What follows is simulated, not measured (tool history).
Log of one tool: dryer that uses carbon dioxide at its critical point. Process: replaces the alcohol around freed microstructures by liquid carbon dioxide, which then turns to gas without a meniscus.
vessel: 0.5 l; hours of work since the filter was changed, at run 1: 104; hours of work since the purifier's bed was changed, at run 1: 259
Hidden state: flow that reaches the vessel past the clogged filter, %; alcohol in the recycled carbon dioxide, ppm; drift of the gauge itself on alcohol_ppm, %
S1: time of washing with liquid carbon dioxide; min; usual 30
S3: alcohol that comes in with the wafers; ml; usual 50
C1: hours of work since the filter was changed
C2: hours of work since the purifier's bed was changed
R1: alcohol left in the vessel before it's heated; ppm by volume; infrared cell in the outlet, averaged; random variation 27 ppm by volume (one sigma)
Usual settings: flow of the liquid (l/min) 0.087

{"run": 1, "day": 0.0, "S1": 30, "flow of the liquid (l/min)": 0.087, "S3": 50, "C1": 104, "C2": 259, "R1": 2010}
{"run": 2, "day": 0.362, "S1": 30, "flow of the liquid (l/min)": 0.087, "S3": 50, "C1": 110, "C2": 265, "R1": 2044}
{"run": 3, "day": 0.883, "S1": 30, "flow of the liquid (l/min)": 0.0987, "S3": 50, "C1": 118, "C2": 273, "R1": 1245}
{"run": 4, "day": 1.596, "S1": 30, "flow of the liquid (l/min)": 0.0536, "S3": 50, "C1": 130, "C2": 285, "R1": 9184}
{"run": 5, "day": 2.304, "S1": 30, "flow of the liquid (l/min)": 0.087, "S3": 50, "C1": 142, "C2": 296, "R1": 2088}
{"run": 6, "day": 2.762, "S1": 30, "flow of the liquid (l/min)": 0.087, "S3": 50, "C1": 149, "C2": 304, "R1": 2161}
{"run": 7, "day": 3.158, "S1": 31, "flow of the liquid (l/min)": 0.087, "S3": 50, "C1": 156, "C2": 310, "R1": 1874}
{"run": 8, "day": 3.779, "S1": 30, "flow of the liquid (l/min)": 0.087, "S3": 50, "C1": 166, "C2": 321, "R1": 2143}
{"run": 9, "day": 4.525, "S1": 30, "flow of the liquid (l/min)": 0.087, "S3": 50, "C1": 178, "C2": 333, "R1": 2236}
{"run": 10, "day": 4.996, "S1": 30, "flow of the liquid (l/min)": 0.087, "S3": 50, "C1": 186, "C2": 341, "R1": 2238}
{"run": 11, "day": 5.571, "S1": 30, "flow of the liquid (l/min)": 0.087, "S3": 50, "C1": 195, "C2": 350, "R1": 2207}
{"run": 12, "day": 6.242, "S1": 30, "flow of the liquid (l/min)": 0.087, "S3": 50, "C1": 206, "C2": 361, "R1": 2282}
{"run": 13, "day": 6.758, "S1": 30, "flow of the liquid (l/min)": 0.087, "S3": 50, "C1": 215, "C2": 370, "R1": 2275}
{"run": 14, "day": 7.296, "S1": 30, "flow of the liquid (l/min)": 0.087, "S3": 50, "C1": 224, "C2": 378, "R1": 2287}
{"run": 15, "day": 7.692, "S1": 30, "flow of the liquid (l/min)": 0.087, "S3": 50, "C1": 230, "C2": 385, "R1": 2347}
{"run": 16, "day": 8.358, "S1": 30, "flow of the liquid (l/min)": 0.087, "S3": 50, "C1": 241, "C2": 396, "R1": 2396}
{"run": 17, "day": 9.046, "S1": 30, "flow of the liquid (l/min)": 0.087, "S3": 50, "C1": 252, "C2": 407, "R1": 2444}
{"run": 18, "day": 9.667, "S1": 34, "flow of the liquid (l/min)": 0.087, "S3": 50, "C1": 262, "C2": 417, "R1": 1514}
{"run": 19, "day": 10.417, "S1": 34, "flow of the liquid (l/min)": 0.087, "S3": 50, "C1": 275, "C2": 430, "R1": 1528}
{"run": 20, "day": 10.883, "S1": 40, "flow of the liquid (l/min)": 0.087, "S3": 50, "C1": 282, "C2": 437, "R1": 756}
{"run": 21, "day": 11.254, "S1": 40, "flow of the liquid (l/min)": 0.0681, "S3": 50, "C1": 289, "C2": 443, "R1": 2123}
{"run": 22, "day": 11.954, "S1": 45, "flow of the liquid (l/min)": 0.0721, "S3": 84, "C1": 300, "C2": 455, "R1": 1766}
{"run": 23, "day": 12.588, "S1": 45, "flow of the liquid (l/min)": 0.0721, "S3": 84, "C1": 310, "C2": 465, "R1": 1812}
{"run": 24, "day": 12.908, "S1": 30, "flow of the liquid (l/min)": 0.0984, "S3": 50, "C1": 316, "C2": 470, "R1": 1634}

Forecast run 25:
{"run": 25, "day": 13.612, "S1": 30, "flow of the liquid (l/min)": 0.087, "S3": 94, "C1": 327, "C2": 482, "R1": "?"}

{"run 25": {"R1": 4831}}
Without the tool's hidden state the same run would have given R1 3294 ppm by volume.

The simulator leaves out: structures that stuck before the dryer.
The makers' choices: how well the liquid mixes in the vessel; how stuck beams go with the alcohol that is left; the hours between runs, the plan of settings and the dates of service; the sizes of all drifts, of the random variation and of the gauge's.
